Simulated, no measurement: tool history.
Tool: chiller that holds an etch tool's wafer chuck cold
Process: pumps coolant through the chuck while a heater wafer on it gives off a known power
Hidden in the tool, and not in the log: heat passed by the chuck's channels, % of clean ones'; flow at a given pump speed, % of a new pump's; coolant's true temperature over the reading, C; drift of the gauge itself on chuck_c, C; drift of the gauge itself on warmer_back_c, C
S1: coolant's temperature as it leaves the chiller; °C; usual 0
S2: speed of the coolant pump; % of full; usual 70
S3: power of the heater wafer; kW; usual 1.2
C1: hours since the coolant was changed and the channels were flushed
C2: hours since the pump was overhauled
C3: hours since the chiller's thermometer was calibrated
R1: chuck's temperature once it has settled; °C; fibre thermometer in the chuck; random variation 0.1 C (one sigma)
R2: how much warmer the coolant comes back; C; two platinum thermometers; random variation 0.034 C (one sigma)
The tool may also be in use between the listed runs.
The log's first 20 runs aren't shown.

run   hour  S1  S2     S3    C1    C2    C3    R1    R2
 21  687.3   0  70  0.763  1116   928  2716   7.6  3.65
 22  727.7   7  70  0.927  1157   969  2756  16.3  4.51
 23  745.4   0  85  1.359  1174   986  2774  12.2  5.42
 24  772.3   0  85  1.359  1201  1013  2801  12.2  5.46
 25  801.2   0  63    1.2  1230  1042  2830  13.1  6.38
 26  828.4  -7  86  1.032  1257  1069  2857   1.9  4.07
 27  857.6  -7  86  1.032  1287  1098  2886   2.2  4.13
 28  878.9  -7  86  1.032  1308  1120  2908   1.9   4.1
 29  916.9   6  70    1.2  1346  1158  2946  18.3   5.8
 30  935.9   5  75  0.985  1365  1177  2965  14.4  4.48

Forecast run 31:
 31  957.8   3  70  1.2  1387  1199  2986   ?   ?

Run 31 gave R1 15.2 °C, R2 5.77 C.
Without the tool's hidden state the same run would have given R1 15.2 °C, R2 5.62 C.
